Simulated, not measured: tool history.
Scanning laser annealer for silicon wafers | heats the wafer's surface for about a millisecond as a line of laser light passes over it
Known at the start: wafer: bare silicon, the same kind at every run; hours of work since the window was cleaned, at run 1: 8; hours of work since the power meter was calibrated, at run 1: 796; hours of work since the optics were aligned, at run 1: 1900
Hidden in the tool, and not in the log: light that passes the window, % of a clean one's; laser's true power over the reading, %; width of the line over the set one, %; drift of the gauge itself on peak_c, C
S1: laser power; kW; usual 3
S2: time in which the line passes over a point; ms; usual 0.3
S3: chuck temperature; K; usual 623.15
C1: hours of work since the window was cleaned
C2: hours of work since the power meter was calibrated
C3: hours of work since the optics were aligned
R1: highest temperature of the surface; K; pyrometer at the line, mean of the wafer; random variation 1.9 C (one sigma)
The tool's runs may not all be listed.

Run 1, day 0: usual settings; C1 8; C2 796; C3 1900. Result: R1 1370.15 K.
Run 2, day 1.338: usual settings; C1 26; C2 814; C3 1918. Result: R1 1372.15 K.
Run 3, day 2.138: usual settings; C1 37; C2 825; C3 1929. Result: R1 1368.15 K.
At day 2.625: optics aligned, line set to its width.
Run 4, day 4: usual settings but S1 2.565 kW; C1 59; C2 847; C3 18. Result: R1 1272.15 K.
Run 5, day 4.854: usual settings but S1 2.565 kW; C1 70; C2 859; C3 30. Result: R1 1270.15 K.
Run 6, day 6.375: usual settings; C1 91; C2 879; C3 50. Result: R1 1384.15 K.
Run 7, day 8.029: usual settings; C1 113; C2 901; C3 73. Result: R1 1377.15 K.
Run 8, day 9.796: usual settings; C1 137; C2 925; C3 97. Result: R1 1382.15 K.
Run 9, day 10.662: usual settings; C1 149; C2 937; C3 108. Result: R1 1381.15 K.
Run 10, day 11.567: usual settings; C1 161; C2 949; C3 120. Result: R1 1377.15 K.
Run 11, day 13.112: usual settings but S1 2.551 kW; C1 182; C2 970; C3 141. Result: R1 1266.15 K.
Run 12, day 13.925: usual settings but S1 2.551 kW; C1 192; C2 981; C3 152. Result: R1 1264.15 K.
Run 13, day 15.529: usual settings; C1 214; C2 1002; C3 174. Result: R1 1378.15 K.
Run 14, day 16.804: usual settings; C1 231; C2 1020; C3 191. Result: R1 1378.15 K.
Run 15, day 18.162: usual settings; C1 250; C2 1038; C3 209. Result: R1 1379.15 K.
Run 16, day 19.046: usual settings; C1 261; C2 1050; C3 221. Result: R1 1378.15 K.
Run 17, day 20.067: usual settings but S2 0.345 ms; C1 275; C2 1063; C3 235. Result: R1 1434.15 K.
Run 18, day 21.192: usual settings but S1 2.918 kW; C1 290; C2 1079; C3 250. Result: R1 1353.15 K.
Run 19, day 21.988: usual settings but S1 2.918 kW; C1 301; C2 1089; C3 261. Result: R1 1355.15 K.
Run 20, day 22.842: usual settings but S1 2.918 kW; C1 312; C2 1101; C3 272. Result: R1 1353.15 K.
Run 21, day 24.171: usual settings but S1 2.918 kW; C1 330; C2 1119; C3 290. Result: R1 1356.15 K.
Run 22, day 25.246: usual settings but S1 2.68 kW, S2 0.273 ms, S3 629.15 K; C1 345; C2 1133; C3 304. Result: R1 1265.15 K.
Run 23, day 26.55: usual settings but S1 2.681 kW, S3 629.15 K; C1 362; C2 1151; C3 322. Result: R1 1296.15 K.
Run 24, day 27.867: usual settings but S1 3.119 kW, S3 652.15 K; C1 380; C2 1168; C3 340. Result: R1 1431.15 K.
Run 25, day 29.225: usual settings but S1 3.119 kW, S3 598.15 K; C1 398; C2 1187; C3 358. Result: R1 1379.15 K.
Run 26, day 30.9: usual settings but S1 3.119 kW, S3 598.15 K; C1 421; C2 1209; C3 380. Result: R1 1376.15 K.
Run 27, day 32.296: usual settings but S1 3.214 kW, S3 636.15 K; C1 440; C2 1228; C3 399. Result: R1 1438.15 K.
Run 28, day 33.333: usual settings but S1 2.723 kW, S3 620.15 K; C1 454; C2 1242; C3 413. Result: R1 1295.15 K.
Run 29, day 34.958: usual settings but S2 0.294 ms, S3 656.15 K; C1 476; C2 1264; C3 435. Result: R1 1393.15 K.
Run 30, day 35.979: usual settings but S2 0.294 ms, S3 656.15 K; C1 489; C2 1278; C3 449. Result: R1 1395.15 K.
Run 31, day 37.792: usual settings but S1 2.59 kW, S2 0.355 ms, S3 586.15 K; C1 514; C2 1302; C3 473. Result: R1 1286.15 K.
Run 32, day 38.612: usual settings but S2 0.218 ms; C1 525; C2 1313; C3 484. Result: R1 1247.15 K.
Run 33, day 39.971: usual settings but S2 0.218 ms, S3 588.15 K; C1 543; C2 1331; C3 503. Result: R1 1210.15 K.
Run 34, day 41: usual settings but S1 3.087 kW, S2 0.342 ms, S3 588.15 K; C1 557; C2 1345; C3 516. Result: R1 1407.15 K.
Run 35, day 42.367: usual settings but S1 2.868 kW, S3 583.15 K; C1 575; C2 1364; C3 535. Result: R1 1291.15 K.

Run 36 comes next. What will it give?
Run 36, day 43.762: usual settings but S1 2.757 kW, S2 0.261 ms, S3 594.15 K; C1 594; C2 1382; C3 554. Result: R1 ?.

R1: 1225.15 K
Without the tool's hidden state the same run would have given R1 1244.15 K.
